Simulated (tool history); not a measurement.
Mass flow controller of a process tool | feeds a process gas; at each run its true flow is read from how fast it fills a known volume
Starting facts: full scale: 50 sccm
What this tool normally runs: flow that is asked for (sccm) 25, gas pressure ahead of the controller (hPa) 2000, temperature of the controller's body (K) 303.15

run,hour,flow that is asked for (sccm),gas pressure ahead of the controller (hPa),temperature of the controller's body (K),true flow (%)
1,0,25,2000,303.15,99.38
2,309.4,25,2000,303.15,99.51
3,604.6,25,2000,303.15,99.44
4,919.3,25,2000,303.15,97.46
5,1225.2,25,2000,303.15,97.36
6,1553.8,25,2000,306.15,97.28
7,1861.6,25,2000,303.15,97.55
8,2216.5,25,2000,303.15,97.63
9,2432.6,25,2000,311.15,97.17
10,2813.8,25,2000,311.15,97.31
11,3251.3,25,2000,311.15,102.51
12,3464.3,25,2000,311.15,102.72
13,3719.3,25,2000,295.15,103.46
14,4131.5,25,2000,295.15,103.32
15,4585.7,25,2000,303.15,103.03
16,4960.7,28,2660,303.15,98.35
17,5404.6,12,2000,307.15,97.6
18,5682.2,12,1770,307.15,97.53
19,6036.7,23,2000,298.15,98.6
20,6350.5,25,1960,298.15,98.76
21,6690.2,25,1960,298.15,98.76
22,6914.6,25,1750,309.15,98.44
23,7165.6,25,1750,309.15,98.42
24,7398.5,25,1750,309.15,98.41
25,7702,24,2390,298.15,98.56
26,7994.6,24,2390,298.15,98.69
27,8331.5,6,2260,303.15,95.53
28,8710.4,6,2260,303.15,95.34
29,9032.8,42,2640,306.15,99.42
30,9297.4,12,2070,306.15,97.04

Not shown: 3 entries that the log had between the listed runs. Between which runs, and how does the tool's hidden state differ before and after?
Runs 3 to 4: controller's zero set anew (hour 868.8)
  flow at rest that the sensor doesn't see, % of full scale: -1.47 -> -2.5; true flow over the shown one, %: 3.64 -> 3.72
  measured less the result without the state, true flow (%): +0.7 -> -1.27
Runs 10 to 11: controller's zero set anew, once more (hour 3042.2)
  flow at rest that the sensor doesn't see, % of full scale: -2.679 -> -0.03; true flow over the shown one, %: 4.2 -> 4.31
  measured less the result without the state, true flow (%): -1.16 -> +4.25
Runs 15 to 16: controller exchanged for a calibrated one (hour 4788.3)
  flow at rest that the sensor doesn't see, % of full scale: -0.159 -> -0.032; true flow over the shown one, %: 4.65 -> -0.28
  measured less the result without the state, true flow (%): +4.33 -> -0.34

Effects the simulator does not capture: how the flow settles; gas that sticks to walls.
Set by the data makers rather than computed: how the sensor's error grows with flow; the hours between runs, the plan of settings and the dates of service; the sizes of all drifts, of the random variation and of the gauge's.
